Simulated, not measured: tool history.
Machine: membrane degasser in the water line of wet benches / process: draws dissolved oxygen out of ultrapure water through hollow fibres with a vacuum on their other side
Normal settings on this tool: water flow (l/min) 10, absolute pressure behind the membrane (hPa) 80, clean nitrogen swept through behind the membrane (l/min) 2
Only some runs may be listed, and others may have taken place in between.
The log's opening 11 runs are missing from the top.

run    hour  water flow (l/min)  absolute pressure behind the membrane (hPa)  clean nitrogen swept through behind the membrane (l/min)  dissolved oxygen in the water behind the degasser (ppb)  pressure that the water loses in the fibres (hPa)
 12  1434.5                   9                                           80                                                         2                                                    175.8                                              554.9
 13  1549.9                  10                                           80                                                         2                                                    229.3                                              614.1
 14  1646.9                  10                                           80                                                         2                                                    229.8                                              614.6
 15  1780.6                  10                                           80                                                         2                                                    228.7                                              614.6
 16    1969                  10                                           80                                                         2                                                    229.9                                              614.8
 17  2111.4                  15                                           80                                                      1.94                                                    600.9                                              929.5
       2292  -- vacuum gauge calibrated
 18  2313.4                  10                                         50.5                                                      1.04                                                    215.2                                              614.3
 19  2532.2                  10                                          133                                                      1.19                                                      369                                              620.3
 20  2754.8                  10                                          133                                                      1.19                                                    364.7                                              617.9
 21  2861.1                  10                                        177.4                                                         2                                                    335.1                                              620.6
 22  3040.9                  16                                           80                                                         2                                                    697.7                                              988.2
 23  3182.7                  16                                           80                                                         2                                                    698.4                                             1000.7
 24  3320.5                   7                                         67.5                                                      2.06                                                     76.4                                                435
 25  3491.7                   7                                         67.5                                                      2.06                                                     78.3                                              437.5
 26  3586.7                  14                                         58.2                                                         2                                                    485.6                                                873
 27  3758.2                  14                                         58.2                                                         2                                                    493.2                                              869.7

Run 28, settings as shown, results not yet in. Your forecast:
 28  3879.1                  14                                         58.2                                                         2                                                        ?                                                  ?

dissolved oxygen in the water behind the degasser (ppb): 496.7
pressure that the water loses in the fibres (hPa): 870.8
Minus the tool's unlogged condition, the same run would have read dissolved oxygen in the water behind the degasser (ppb) 451.8, pressure that the water loses in the fibres (hPa) 841.5.
